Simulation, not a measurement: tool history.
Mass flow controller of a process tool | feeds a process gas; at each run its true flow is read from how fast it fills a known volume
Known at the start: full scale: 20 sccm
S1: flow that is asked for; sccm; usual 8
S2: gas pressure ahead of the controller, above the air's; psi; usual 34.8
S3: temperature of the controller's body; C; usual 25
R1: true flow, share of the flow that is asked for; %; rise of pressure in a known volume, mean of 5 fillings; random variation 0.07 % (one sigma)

{"run": 1, "hour": 0.0, "S1": 8, "S2": 34.8, "S3": 25, "R1": 98.56}
{"run": 2, "hour": 94.4, "S1": 8, "S2": 34.8, "S3": 25, "R1": 98.52}
{"run": 3, "hour": 226.4, "S1": 8, "S2": 34.8, "S3": 25, "R1": 98.6}
{"run": 4, "hour": 288.2, "S1": 8, "S2": 34.8, "S3": 25, "R1": 98.53}
{"run": 5, "hour": 360.9, "S1": 8, "S2": 34.8, "S3": 25, "R1": 98.54}
{"run": 6, "hour": 430.0, "S1": 8, "S2": 34.8, "S3": 34, "R1": 97.97}
{"run": 7, "hour": 503.9, "S1": 8, "S2": 34.8, "S3": 24, "R1": 98.61}
{"run": 8, "hour": 610.2, "S1": 8, "S2": 34.8, "S3": 25, "R1": 98.59}
{"run": 9, "hour": 682.9, "S1": 8, "S2": 34.8, "S3": 25, "R1": 98.45}
{"run": 10, "hour": 759.1, "S1": 8, "S2": 34.8, "S3": 25, "R1": 98.56}
{"run": 11, "hour": 906.5, "S1": 8, "S2": 34.8, "S3": 25, "R1": 98.66}
{"run": 12, "hour": 990.9, "S1": 13, "S2": 37.4, "S3": 23, "R1": 99.24}
{"run": 13, "hour": 1077.2, "S1": 5, "S2": 20.9, "S3": 25, "R1": 97.67}
{"run": 14, "hour": 1228.0, "S1": 6, "S2": 28, "S3": 25, "R1": 98.09}

Forecast run 15:
{"run": 15, "hour": 1330.8, "S1": 3, "S2": 22.9, "S3": 24, "R1": "?"}

R1: 98.01 %
Without the tool's hidden state the same run would have given R1 97.58 %.
